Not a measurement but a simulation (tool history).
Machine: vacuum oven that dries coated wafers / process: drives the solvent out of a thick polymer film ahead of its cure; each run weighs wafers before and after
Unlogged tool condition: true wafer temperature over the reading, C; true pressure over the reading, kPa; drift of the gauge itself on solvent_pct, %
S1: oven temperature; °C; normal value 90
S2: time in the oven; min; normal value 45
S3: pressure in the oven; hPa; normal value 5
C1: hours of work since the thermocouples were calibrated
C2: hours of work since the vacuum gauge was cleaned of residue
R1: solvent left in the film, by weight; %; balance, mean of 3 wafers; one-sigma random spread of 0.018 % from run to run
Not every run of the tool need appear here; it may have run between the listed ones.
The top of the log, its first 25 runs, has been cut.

{"run": 26, "day": 23.083, "S1": 99, "S2": 29, "S3": 7.08, "C1": 522, "C2": 582, "R1": 0.76}
{"run": 27, "day": 24.129, "S1": 94, "S2": 45, "S3": 4.97, "C1": 534, "C2": 594, "R1": 0.55}
{"run": 28, "day": 24.838, "S1": 94, "S2": 45, "S3": 5, "C1": 543, "C2": 603, "R1": 0.56}
{"run": 29, "day": 25.717, "S1": 94, "S2": 29, "S3": 5, "C1": 554, "C2": 614, "R1": 1.64}
{"run": 30, "day": 26.808, "S1": 86, "S2": 29, "S3": 17.76, "C1": 567, "C2": 627, "R1": 4.35}
{"run": 31, "day": 27.9, "S1": 87, "S2": 25, "S3": 19.86, "C1": 580, "C2": 640, "R1": 4.76}
{"run": 32, "day": 28.712, "S1": 79, "S2": 76, "S3": 3.56, "C1": 590, "C2": 650, "R1": 1.98}
{"run": 33, "day": 29.683, "S1": 79, "S2": 34, "S3": 8.66, "C1": 602, "C2": 662, "R1": 5.88}
{"run": 34, "day": 30.708, "S1": 79, "S2": 34, "S3": 8.66, "C1": 615, "C2": 675, "R1": 5.86}
{"run": 35, "day": 31.242, "S1": 85, "S2": 23, "S3": 3.16, "C1": 621, "C2": 681, "R1": 5.51}
{"run": 36, "day": 32.012, "S1": 100, "S2": 23, "S3": 3.16, "C1": 630, "C2": 691, "R1": 1.1}
{"run": 37, "day": 32.896, "S1": 87, "S2": 67, "S3": 5, "C1": 641, "C2": 701, "R1": 0.78}
{"run": 38, "day": 33.458, "S1": 87, "S2": 67, "S3": 5, "C1": 648, "C2": 708, "R1": 0.78}
{"run": 39, "day": 34.621, "S1": 93, "S2": 41, "S3": 16.55, "C1": 662, "C2": 722, "R1": 1.17}
{"run": 40, "day": 35.596, "S1": 90, "S2": 43, "S3": 5, "C1": 674, "C2": 734, "R1": 1.27}

Consider 4 possible next runs. They are alternatives, not a sequence: every one starts from the tool as it was left by run 40. What does each give?
{"run": "A", "day": 36.654, "S1": 88, "S2": 34, "S3": 4.11, "C1": 687, "C2": 747, "R1": "?"}
{"run": "B", "day": 36.654, "S1": 76, "S2": 43, "S3": 12.12, "C1": 687, "C2": 747, "R1": "?"}
{"run": "C", "day": 36.654, "S1": 92, "S2": 45, "S3": 5, "C1": 687, "C2": 747, "R1": "?"}
{"run": "D", "day": 36.654, "S1": 102, "S2": 43, "S3": 5, "C1": 687, "C2": 747, "R1": "?"}

run=A R1=2.66
run=B R1=5.95
run=C R1=0.85
run=D R1=0.16
With no hidden state in the tool, these same runs would have given:
run=A R1=2.3
run=B R1=5.49
run=C R1=0.67
run=D R1=0.12

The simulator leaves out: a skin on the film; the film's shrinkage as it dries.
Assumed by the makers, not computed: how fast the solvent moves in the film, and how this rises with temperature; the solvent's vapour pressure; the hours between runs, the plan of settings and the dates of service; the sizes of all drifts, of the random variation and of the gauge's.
